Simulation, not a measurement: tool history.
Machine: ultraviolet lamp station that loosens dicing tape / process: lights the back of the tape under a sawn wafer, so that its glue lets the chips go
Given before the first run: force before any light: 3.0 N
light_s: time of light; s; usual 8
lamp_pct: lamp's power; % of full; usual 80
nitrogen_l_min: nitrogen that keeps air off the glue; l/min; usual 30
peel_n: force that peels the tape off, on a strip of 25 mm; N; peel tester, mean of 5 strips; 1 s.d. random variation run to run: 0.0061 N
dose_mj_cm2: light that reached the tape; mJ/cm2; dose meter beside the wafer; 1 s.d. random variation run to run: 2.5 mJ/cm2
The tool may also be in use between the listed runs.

run,hour,light_s,lamp_pct,nitrogen_l_min,peel_n,dose_mj_cm2
1,0.0,8,80,30,0.241,258
2,17.2,8,80,30,0.233,258
3,53.8,8,80,30,0.239,253
4,71.2,8,80,30,0.240,252
5,96.4,8,93,30,0.178,292
6,122.5,8,93,30,0.189,289
7,146.5,8,93,30,0.183,289
# hour 166.3: window cleaned of glue's vapour
8,170.9,8,93,30,0.174,313
9,204.2,8,93,30,0.173,315
10,241.2,8,80,30,0.220,265
11,274.3,8,80,30,0.209,265
12,308.9,15,80,30,0.090,492
13,326.8,15,80,30,0.098,490
14,359.3,15,80,30,0.095,494
15,389.0,8,80,30,0.223,257
16,418.4,8,80,30,0.242,258
17,440.1,8,80,30,0.229,260
18,466.6,7,80,13,0.432,223
19,488.1,7,80,13,0.431,221
20,515.1,14,80,20,0.111,439
21,539.1,6,78,38,0.414,183
22,570.3,8,80,55,0.215,245
23,592.2,7,75,13,0.498,203
24,609.7,9,68,17,0.337,232
25,646.4,14,81,35,0.108,433
26,661.9,14,81,35,0.105,430
27,678.7,14,81,35,0.102,429
28,695.4,14,81,35,0.099,426
29,726.4,14,81,35,0.110,425
30,755.1,14,81,35,0.104,418
31,778.7,8,97,30,0.190,287
32,815.7,4,68,30,1.021,98
33,834.7,16,81,30,0.096,474

What if the next run were any one of these 4? Each begins from the tool's condition after run 33:
A,858.0,7,85,17,?,?
B,858.0,16,86,31,?,?
C,858.0,8,96,43,?,?
D,858.0,5,66,40,?,?

run,peel_n,dose_mj_cm2
A,0.407,217
B,0.094,495
C,0.183,277
D,0.768,120
Stripped of hidden state, with their random variation kept, the same runs would have yielded:
run,peel_n,dose_mj_cm2
A,0.248,283
B,0.086,647
C,0.121,363
D,0.521,157
